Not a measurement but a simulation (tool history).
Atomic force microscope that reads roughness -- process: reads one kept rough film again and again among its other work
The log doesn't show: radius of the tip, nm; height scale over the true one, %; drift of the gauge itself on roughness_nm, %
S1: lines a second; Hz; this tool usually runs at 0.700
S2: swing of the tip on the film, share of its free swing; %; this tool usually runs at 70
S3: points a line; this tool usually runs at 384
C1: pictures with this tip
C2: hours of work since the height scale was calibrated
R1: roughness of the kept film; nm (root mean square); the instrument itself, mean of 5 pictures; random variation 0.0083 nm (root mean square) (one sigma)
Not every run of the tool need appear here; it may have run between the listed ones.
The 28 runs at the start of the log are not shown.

run 29 hour=1346.6 | S1=0.598 S2=65 S3=370 | C1=116 C2=1340 | R1=1.570
-- hour=1352.4 new tip fitted
run 30 hour=1391.1 | S1=0.598 S2=65 S3=370 | C1=62 C2=1362 | R1=1.674
-- hour=1427.8 new tip fitted
run 31 hour=1449.1 | S1=2.557 S2=71 S3=504 | C1=34 C2=1391 | R1=1.580
-- hour=1505.3 new tip fitted
run 32 hour=1512.7 | S1=2.058 S2=89 S3=545 | C1=12 C2=1423 | R1=1.485
run 33 hour=1556.4 | S1=0.559 S2=70 S3=384 | C1=82 C2=1445 | R1=1.614
-- hour=1582.3 new tip fitted
run 34 hour=1618.6 | S1=0.674 S2=55 S3=482 | C1=58 C2=1477 | R1=1.698
-- hour=1657.0 new tip fitted
run 35 hour=1671.1 | S1=0.674 S2=55 S3=482 | C1=23 C2=1503 | R1=1.782
-- hour=1730.3 new tip fitted
run 36 hour=1738.3 | S1=0.700 S2=58 S3=327 | C1=12 C2=1537 | R1=1.734

For run 37, what comes out?
run 37 hour=1774.4 | S1=0.780 S2=84 S3=862 | C1=70 C2=1555 | R1=?

R1: 1.591 nm (root mean square)
On a tool with no hidden condition, and with the same random variation, this run would have come out at R1 1.788 nm (root mean square).
